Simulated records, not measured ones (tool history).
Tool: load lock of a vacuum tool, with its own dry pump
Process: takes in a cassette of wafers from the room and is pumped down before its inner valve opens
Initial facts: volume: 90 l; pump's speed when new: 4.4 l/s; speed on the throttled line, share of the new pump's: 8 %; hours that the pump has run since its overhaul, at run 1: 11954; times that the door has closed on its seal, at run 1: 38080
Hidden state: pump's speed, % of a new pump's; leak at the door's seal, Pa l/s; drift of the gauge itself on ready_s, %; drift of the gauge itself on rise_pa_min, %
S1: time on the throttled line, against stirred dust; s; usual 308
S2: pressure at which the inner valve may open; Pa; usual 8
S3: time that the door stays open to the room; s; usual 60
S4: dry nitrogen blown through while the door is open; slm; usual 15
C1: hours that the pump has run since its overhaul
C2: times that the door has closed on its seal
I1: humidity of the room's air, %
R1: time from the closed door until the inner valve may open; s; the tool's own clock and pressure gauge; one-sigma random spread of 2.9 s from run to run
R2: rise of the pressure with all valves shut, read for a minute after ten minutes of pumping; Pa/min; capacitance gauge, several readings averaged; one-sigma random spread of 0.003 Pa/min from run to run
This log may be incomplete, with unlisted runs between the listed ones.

run 1 hour=0.0 | S1=308 S2=8 S3=60 S4=15 | C1=11954 C2=38080 | I1=46.9 | R1=499.0 R2=0.158
run 2 hour=280.5 | S1=308 S2=8 S3=60 S4=15 | C1=12234 C2=38573 | I1=43.6 | R1=502.7 R2=0.160
run 3 hour=568.0 | S1=308 S2=8 S3=60 S4=15 | C1=12522 C2=39079 | I1=46.4 | R1=494.0 R2=0.164
run 4 hour=1246.3 | S1=308 S2=8 S3=60 S4=15 | C1=13200 C2=40272 | I1=43.9 | R1=498.4 R2=0.166
run 5 hour=1795.7 | S1=308 S2=8 S3=60 S4=15 | C1=13749 C2=41238 | I1=43.6 | R1=503.0 R2=0.175
run 6 hour=2263.8 | S1=308 S2=8 S3=60 S4=32 | C1=14218 C2=42061 | I1=43.5 | R1=499.0 R2=0.166
run 7 hour=2845.6 | S1=308 S2=8 S3=60 S4=32 | C1=14799 C2=43084 | I1=44.7 | R1=502.5 R2=0.175
run 8 hour=3522.0 | S1=308 S2=8 S3=60 S4=32 | C1=15476 C2=44274 | I1=45.5 | R1=501.4 R2=0.186
run 9 hour=4166.8 | S1=308 S2=8 S3=60 S4=32 | C1=16121 C2=45408 | I1=44.5 | R1=502.0 R2=0.192
run 10 hour=4715.6 | S1=199 S2=8 S3=60 S4=15 | C1=16669 C2=46373 | I1=46.2 | R1=403.8 R2=0.209
run 11 hour=5136.3 | S1=199 S2=8 S3=60 S4=15 | C1=17090 C2=47113 | I1=47.4 | R1=406.2 R2=0.206
run 12 hour=5788.2 | S1=412 S2=9 S3=60 S4=10 | C1=17742 C2=48260 | I1=45.8 | R1=601.3 R2=0.227
run 13 hour=6362.9 | S1=412 S2=9 S3=60 S4=10 | C1=18317 C2=49271 | I1=45.1 | R1=602.1 R2=0.235
run 14 hour=6702.4 | S1=412 S2=9 S3=60 S4=6 | C1=18656 C2=49868 | I1=43.8 | R1=601.4 R2=0.240
run 15 hour=7226.5 | S1=412 S2=9 S3=60 S4=6 | C1=19180 C2=50790 | I1=45.1 | R1=603.2 R2=0.252
run 16 hour=7804.3 | S1=308 S2=8 S3=40 S4=7 | C1=19758 C2=51806 | I1=44.3 | R1=509.6 R2=0.245
run 17 hour=8301.6 | S1=308 S2=8 S3=63 S4=43 | C1=20255 C2=52680 | I1=44.3 | R1=515.1 R2=0.242
run 18 hour=8978.8 | S1=208 S2=8 S3=34 S4=15 | C1=20933 C2=53872 | I1=43.9 | R1=426.6 R2=0.255

How would selected steps in R1 from run to run divide? Give the signed amount a tool lacking its hidden state would still show from settings, what came in and random variation, and the signed amount left for the hidden state, including any gauge scatter that is not in both of the compared results.
Run 11 -> 12: S1 199 -> 412, S2 8 -> 9, S4 15 -> 10. R1 +195.1 s: hidden state -2.0, all else +197.1.
Run 17 -> 18: S1 308 -> 208, S3 63 -> 34, S4 43 -> 15. R1 -88.5 s: hidden state +3.1, all else -91.6.
